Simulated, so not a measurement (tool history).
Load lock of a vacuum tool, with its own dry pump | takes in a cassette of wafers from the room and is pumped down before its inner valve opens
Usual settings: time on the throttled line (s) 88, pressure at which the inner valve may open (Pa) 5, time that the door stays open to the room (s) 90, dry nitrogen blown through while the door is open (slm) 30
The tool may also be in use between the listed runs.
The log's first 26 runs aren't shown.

run,hour,time on the throttled line (s),pressure at which the inner valve may open (Pa),time that the door stays open to the room (s),dry nitrogen blown through while the door is open (slm),hours that the pump has run since its overhaul,times that the door has closed on its seal,"incoming humidity of the room's air, %",time from the closed door until the inner valve may open (s),rise of the pressure with all valves shut (Pa/min)
27,2279.7,45,5,90,11,2722,15916,45.4,132.1,0.075
28,2379.7,88,5,65,30,2822,16243,45.7,167.8,0.066
29,2473.3,134,5,31,10,2916,16550,40.8,208.1,0.069
30,2557,152,7,116,28,3000,16824,46.5,219.5,0.07
31,2636.2,152,6,240,28,3079,17083,46,217.3,0.083
32,2720.8,88,7,90,30,3163,17360,46.2,162.7,0.067
33,2805.2,88,7,90,30,3248,17636,45,165.4,0.07
34,2909.3,154,5,29,14,3352,17977,44.8,223.3,0.079

Forecast run 35:
35,3030.7,165,8,66,30,3473,18375,46,?,?

time from the closed door until the inner valve may open (s): 228.7
rise of the pressure with all valves shut (Pa/min): 0.07
Without the tool's hidden state the same run would have given time from the closed door until the inner valve may open (s) 224.7, rise of the pressure with all valves shut (Pa/min) 0.002.

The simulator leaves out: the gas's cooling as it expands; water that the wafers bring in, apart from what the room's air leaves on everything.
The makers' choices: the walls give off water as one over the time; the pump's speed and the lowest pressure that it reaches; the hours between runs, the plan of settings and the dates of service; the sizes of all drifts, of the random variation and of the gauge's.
